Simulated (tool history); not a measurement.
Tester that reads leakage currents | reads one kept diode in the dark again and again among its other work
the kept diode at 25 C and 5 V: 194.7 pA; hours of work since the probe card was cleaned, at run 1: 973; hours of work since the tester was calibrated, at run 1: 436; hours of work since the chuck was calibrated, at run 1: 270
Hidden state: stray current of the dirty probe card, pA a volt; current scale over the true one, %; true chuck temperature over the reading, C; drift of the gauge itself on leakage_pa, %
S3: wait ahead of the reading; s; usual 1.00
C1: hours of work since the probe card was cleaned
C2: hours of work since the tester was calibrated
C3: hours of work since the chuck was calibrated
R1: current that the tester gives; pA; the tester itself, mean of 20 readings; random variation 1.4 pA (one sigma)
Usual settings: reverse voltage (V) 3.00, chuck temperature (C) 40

run 1 hour=0.0 | reverse_voltage_(V)=3.00 chuck_temperature_(C)=40 S3=1.00 | C1=973 C2=436 C3=270 | R1=459.66
run 2 hour=61.2 | reverse_voltage_(V)=3.00 chuck_temperature_(C)=40 S3=1.00 | C1=1021 C2=484 C3=317 | R1=457.62
run 3 hour=112.0 | reverse_voltage_(V)=3.00 chuck_temperature_(C)=40 S3=2.19 | C1=1060 C2=523 C3=357 | R1=455.34
run 4 hour=149.4 | reverse_voltage_(V)=3.00 chuck_temperature_(C)=40 S3=1.00 | C1=1090 C2=553 C3=386 | R1=452.72
run 5 hour=203.8 | reverse_voltage_(V)=3.00 chuck_temperature_(C)=37 S3=1.00 | C1=1132 C2=595 C3=429 | R1=362.86
run 6 hour=256.7 | reverse_voltage_(V)=3.00 chuck_temperature_(C)=40 S3=1.00 | C1=1173 C2=636 C3=470 | R1=449.47
run 7 hour=312.9 | reverse_voltage_(V)=3.00 chuck_temperature_(C)=27 S3=1.00 | C1=1217 C2=680 C3=514 | R1=170.48
run 8 hour=349.8 | reverse_voltage_(V)=1.55 chuck_temperature_(C)=36 S3=1.95 | C1=1246 C2=709 C3=543 | R1=246.10
run 9 hour=381.2 | reverse_voltage_(V)=4.51 chuck_temperature_(C)=35 S3=8.71 | C1=1271 C2=734 C3=567 | R1=371.13
run 10 hour=417.6 | reverse_voltage_(V)=4.51 chuck_temperature_(C)=35 S3=8.71 | C1=1299 C2=762 C3=596 | R1=370.54
run 11 hour=464.1 | reverse_voltage_(V)=6.68 chuck_temperature_(C)=35 S3=8.71 | C1=1335 C2=798 C3=632 | R1=439.89
run 12 hour=513.2 | reverse_voltage_(V)=6.68 chuck_temperature_(C)=35 S3=8.71 | C1=1374 C2=837 C3=670 | R1=437.69
-- hour=523.3 chuck's temperature calibrated
run 13 hour=564.6 | reverse_voltage_(V)=1.51 chuck_temperature_(C)=44 S3=8.71 | C1=1412 C2=875 C3=32 | R1=455.01

Forecast each of these 4 alternatives for the next run:
run A hour=594.1 | reverse_voltage_(V)=3.00 chuck_temperature_(C)=40 S3=1.78 | C1=1435 C2=898 C3=55 | R1=?
run B hour=594.1 | reverse_voltage_(V)=9.00 chuck_temperature_(C)=36 S3=5.39 | C1=1435 C2=898 C3=55 | R1=?
run C hour=594.1 | reverse_voltage_(V)=2.54 chuck_temperature_(C)=40 S3=1.00 | C1=1435 C2=898 C3=55 | R1=?
run D hour=594.1 | reverse_voltage_(V)=3.00 chuck_temperature_(C)=40 S3=2.03 | C1=1435 C2=898 C3=55 | R1=?

run=A R1=464.87
run=B R1=575.50
run=C R1=430.28
run=D R1=464.03
Without the tool's hidden state the same runs would have given:
run=A R1=476.00
run=B R1=585.12
run=C R1=440.78
run=D R1=475.15
